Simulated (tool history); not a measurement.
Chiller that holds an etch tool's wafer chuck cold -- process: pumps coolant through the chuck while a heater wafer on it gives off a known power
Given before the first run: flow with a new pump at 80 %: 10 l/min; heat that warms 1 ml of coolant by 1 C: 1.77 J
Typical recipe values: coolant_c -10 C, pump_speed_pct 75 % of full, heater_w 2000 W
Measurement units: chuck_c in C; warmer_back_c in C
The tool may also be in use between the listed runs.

Run 1, hour 0: usual settings. Result: chuck_c 4.5 C, warmer_back_c 7.29 C.
Run 2, hour 153: usual settings. Result: chuck_c 4.7 C, warmer_back_c 7.24 C.
At hour 216.2: coolant pump overhauled.
Run 3, hour 391.2: usual settings. Result: chuck_c 4.5 C, warmer_back_c 7.34 C.
Run 4, hour 568.2: usual settings. Result: chuck_c 4.4 C, warmer_back_c 7.26 C.
Run 5, hour 671.2: usual settings. Result: chuck_c 4.7 C, warmer_back_c 7.23 C.
At hour 720.2: chiller's thermometer calibrated.
Run 6, hour 905.3: usual settings but coolant_c -2 C. Result: chuck_c 12.6 C, warmer_back_c 7.26 C.
Run 7, hour 1041.2: usual settings but coolant_c -2 C, heater_w 1181 W. Result: chuck_c 6.5 C, warmer_back_c 4.25 C.
Run 8, hour 1167.8: usual settings but coolant_c -2 C, heater_w 1181 W. Result: chuck_c 6.7 C, warmer_back_c 4.36 C.
Run 9, hour 1336.9: usual settings but coolant_c -2 C, heater_w 1181 W. Result: chuck_c 6.6 C, warmer_back_c 4.25 C.
Run 10, hour 1520: usual settings but coolant_c -2 C, pump_speed_pct 80 % of full, heater_w 1992 W. Result: chuck_c 11.6 C, warmer_back_c 6.74 C.
Run 11, hour 1658.6: usual settings but coolant_c -14 C, pump_speed_pct 66 % of full. Result: chuck_c 2.5 C, warmer_back_c 8.32 C.
Run 12, hour 1852.3: usual settings but heater_w 2812 W. Result: chuck_c 10.6 C, warmer_back_c 10.24 C.
Run 13, hour 2031.1: usual settings but coolant_c -13 C, heater_w 2342 W. Result: chuck_c 4 C, warmer_back_c 8.53 C.
Run 14, hour 2141.5: usual settings but coolant_c -16 C, pump_speed_pct 88 % of full. Result: chuck_c -3.5 C, warmer_back_c 6.07 C.
Run 15, hour 2327.7: usual settings but coolant_c -13 C, pump_speed_pct 79 % of full, heater_w 2112 W. Result: chuck_c 1.9 C, warmer_back_c 7.24 C.
Run 16, hour 2489.7: usual settings but pump_speed_pct 69 % of full, heater_w 1704 W. Result: chuck_c 3.8 C, warmer_back_c 6.86 C.
Run 17, hour 2692.2: usual settings but pump_speed_pct 69 % of full, heater_w 1537 W. Result: chuck_c 2.2 C, warmer_back_c 6.12 C.
Run 18, hour 2809.1: usual settings but coolant_c -9 C, pump_speed_pct 66 % of full, heater_w 1055 W. Result: chuck_c 0 C, warmer_back_c 4.43 C.

Consider 3 possible next runs. They are alternatives, not a sequence: every one starts from the tool as it was left by run 18. What does each give?
At hour 2946.5: chiller's thermometer calibrated.
Run A, hour 3008.5: usual settings but coolant_c -9 C, pump_speed_pct 66 % of full, heater_w 2334 W. Result: chuck_c ?, warmer_back_c ?.
At hour 2946.5: chiller's thermometer calibrated.
Run B, hour 3008.5: usual settings but coolant_c -18 C, pump_speed_pct 66 % of full, heater_w 1055 W. Result: chuck_c ?, warmer_back_c ?.
At hour 2946.5: chiller's thermometer calibrated.
Run C, hour 3008.5: usual settings but coolant_c -9 C, pump_speed_pct 66 % of full, heater_w 2599 W. Result: chuck_c ?, warmer_back_c ?.

run  chuck_c  warmer_back_c
  A     10.3           9.76
  B     -9.3            4.4
  C     12.5          10.86
Stripped of hidden state, with their random variation kept, the same runs would have yielded:
run  chuck_c  warmer_back_c
  A     10.3           9.75
  B     -9.3            4.4
  C     12.5          10.85
